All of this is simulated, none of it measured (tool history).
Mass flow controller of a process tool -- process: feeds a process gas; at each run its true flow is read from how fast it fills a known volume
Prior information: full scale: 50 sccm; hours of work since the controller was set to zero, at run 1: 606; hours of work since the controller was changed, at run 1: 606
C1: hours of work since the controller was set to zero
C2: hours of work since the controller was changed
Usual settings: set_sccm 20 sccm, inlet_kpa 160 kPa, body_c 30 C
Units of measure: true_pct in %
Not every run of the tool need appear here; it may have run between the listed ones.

Run 1, hour 0: usual settings; C1 606; C2 606. Result: true_pct 98.47 %.
Run 2, hour 169: usual settings but inlet_kpa 183 kPa; C1 702; C2 702. Result: true_pct 98.41 %.
Run 3, hour 323.8: usual settings but set_sccm 11 sccm; C1 790; C2 790. Result: true_pct 97.92 %.
Run 4, hour 524.1: usual settings but body_c 26 C; C1 903; C2 903. Result: true_pct 98.36 %.
Run 5, hour 643.6: usual settings but body_c 37 C; C1 971; C2 971. Result: true_pct 98.12 %.
Run 6, hour 790.9: usual settings but set_sccm 29 sccm, body_c 37 C; C1 1055; C2 1055. Result: true_pct 98.5 %.
Run 7, hour 960.1: usual settings but set_sccm 29 sccm, body_c 37 C; C1 1151; C2 1151. Result: true_pct 98.25 %.
Run 8, hour 1158.5: usual settings but set_sccm 12 sccm; C1 1263; C2 1263. Result: true_pct 97.74 %.
Run 9, hour 1323.5: usual settings but set_sccm 12 sccm; C1 1357; C2 1357. Result: true_pct 97.73 %.
Run 10, hour 1515: usual settings but set_sccm 12 sccm; C1 1466; C2 1466. Result: true_pct 97.68 %.
Run 11, hour 1629.6: usual settings but inlet_kpa 151 kPa; C1 1531; C2 1531. Result: true_pct 97.9 %.
Run 12, hour 1762.6: usual settings but inlet_kpa 151 kPa; C1 1606; C2 1606. Result: true_pct 97.91 %.
Run 13, hour 1871.2: usual settings; C1 1668; C2 1668. Result: true_pct 97.94 %.
Run 14, hour 1988: usual settings; C1 1734; C2 1734. Result: true_pct 98.08 %.
Run 15, hour 2136.8: usual settings but body_c 34 C; C1 1819; C2 1819. Result: true_pct 97.85 %.
Run 16, hour 2360.1: usual settings; C1 1945; C2 1945. Result: true_pct 97.89 %.
Run 17, hour 2514.6: usual settings but inlet_kpa 151 kPa; C1 2033; C2 2033. Result: true_pct 97.73 %.
Run 18, hour 2664.6: usual settings but inlet_kpa 151 kPa; C1 2118; C2 2118. Result: true_pct 97.68 %.
Run 19, hour 2850.1: usual settings; C1 2223; C2 2223. Result: true_pct 97.74 %.
Run 20, hour 3027.7: usual settings; C1 2324; C2 2324. Result: true_pct 97.73 %.
Run 21, hour 3153.5: usual settings; C1 2396; C2 2396. Result: true_pct 97.57 %.
Run 22, hour 3326.3: usual settings; C1 2494; C2 2494. Result: true_pct 97.5 %.
Run 23, hour 3455.4: usual settings; C1 2567; C2 2567. Result: true_pct 97.29 %.
Run 24, hour 3605.4: usual settings; C1 2652; C2 2652. Result: true_pct 97.5 %.
Run 25, hour 3699.3: usual settings but body_c 23 C; C1 2705; C2 2705. Result: true_pct 97.58 %.
Run 26, hour 3852.5: usual settings but set_sccm 12 sccm, inlet_kpa 217 kPa, body_c 23 C; C1 2792; C2 2792. Result: true_pct 97.34 %.
Run 27, hour 3993.8: usual settings but set_sccm 12 sccm, inlet_kpa 217 kPa, body_c 36 C; C1 2872; C2 2872. Result: true_pct 97.08 %.
Run 28, hour 4164.5: usual settings but inlet_kpa 193 kPa; C1 2969; C2 2969. Result: true_pct 97.53 %.
Run 29, hour 4266.3: usual settings but set_sccm 6 sccm, inlet_kpa 159 kPa, body_c 32 C; C1 3027; C2 3027. Result: true_pct 96.59 %.
Run 30, hour 4491: usual settings but inlet_kpa 262 kPa, body_c 35 C; C1 3155; C2 3155. Result: true_pct 97.46 %.
Run 31, hour 4651.6: usual settings but body_c 37 C; C1 3246; C2 3246. Result: true_pct 97.16 %.
At hour 4701.6: gauge calibrated.
Run 32, hour 4844: usual settings but set_sccm 21 sccm, inlet_kpa 274 kPa, body_c 22 C; C1 3355; C2 3355. Result: true_pct 98.92 %.
Run 33, hour 5044.6: usual settings but set_sccm 19 sccm, body_c 27 C; C1 3469; C2 3469. Result: true_pct 98.33 %.
Run 34, hour 5146.7: usual settings but set_sccm 49 sccm, inlet_kpa 195 kPa; C1 3527; C2 3527. Result: true_pct 99.67 %.
Run 35, hour 5260.9: usual settings but set_sccm 49 sccm, inlet_kpa 195 kPa; C1 3592; C2 3592. Result: true_pct 99.73 %.
Run 36, hour 5427.3: usual settings but set_sccm 8 sccm, inlet_kpa 168 kPa, body_c 22 C; C1 3686; C2 3686. Result: true_pct 97.87 %.
Run 37, hour 5594.5: usual settings but set_sccm 22 sccm, inlet_kpa 240 kPa, body_c 22 C; C1 3781; C2 3781. Result: true_pct 98.6 %.
Run 38, hour 5721.9: usual settings but set_sccm 22 sccm, inlet_kpa 240 kPa, body_c 22 C; C1 3853; C2 3853. Result: true_pct 98.69 %.
Run 39, hour 5835.8: usual settings but set_sccm 22 sccm, inlet_kpa 208 kPa, body_c 22 C; C1 3918; C2 3918. Result: true_pct 98.5 %.
Run 40, hour 5929.3: usual settings but set_sccm 31 sccm, inlet_kpa 145 kPa, body_c 25 C; C1 3971; C2 3971. Result: true_pct 98.59 %.
Run 41, hour 6113.7: usual settings but set_sccm 31 sccm, inlet_kpa 145 kPa, body_c 25 C; C1 4076; C2 4076. Result: true_pct 98.53 %.
Run 42, hour 6315.7: usual settings but set_sccm 16 sccm, inlet_kpa 218 kPa; C1 4190; C2 4190. Result: true_pct 97.88 %.
Run 43, hour 6500.4: usual settings but set_sccm 6 sccm, inlet_kpa 218 kPa, body_c 40 C; C1 4295; C2 4295. Result: true_pct 97.27 %.
Run 44, hour 6623: usual settings but set_sccm 6 sccm, inlet_kpa 218 kPa, body_c 40 C; C1 4365; C2 4365. Result: true_pct 97.27 %.
Run 45, hour 6787.8: usual settings but body_c 28 C; C1 4458; C2 4458. Result: true_pct 97.95 %.
Run 46, hour 6958.6: usual settings but set_sccm 10 sccm, inlet_kpa 169 kPa, body_c 24 C; C1 4555; C2 4555. Result: true_pct 97.55 %.
Run 47, hour 7143.6: usual settings but set_sccm 5 sccm, inlet_kpa 229 kPa, body_c 23 C; C1 4660; C2 4660. Result: true_pct 97.51 %.

Predict each of these 3 candidate next runs independently; none follows another, all start after run 47:
Run A, hour 7296.9: usual settings but body_c 38 C; C1 4747; C2 4747. Result: true_pct ?.
Run B, hour 7296.9: usual settings but body_c 25 C; C1 4747; C2 4747. Result: true_pct ?.
Run C, hour 7296.9: usual settings but set_sccm 5 sccm, inlet_kpa 162 kPa, body_c 23 C; C1 4747; C2 4747. Result: true_pct ?.

run  true_pct
  A     97.49
  B     97.84
  C      97.2
The same runs, with their run-to-run variation unchanged, on a tool lacking any hidden condition would have given:
run  true_pct
  A     98.17
  B     98.52
  C     97.86

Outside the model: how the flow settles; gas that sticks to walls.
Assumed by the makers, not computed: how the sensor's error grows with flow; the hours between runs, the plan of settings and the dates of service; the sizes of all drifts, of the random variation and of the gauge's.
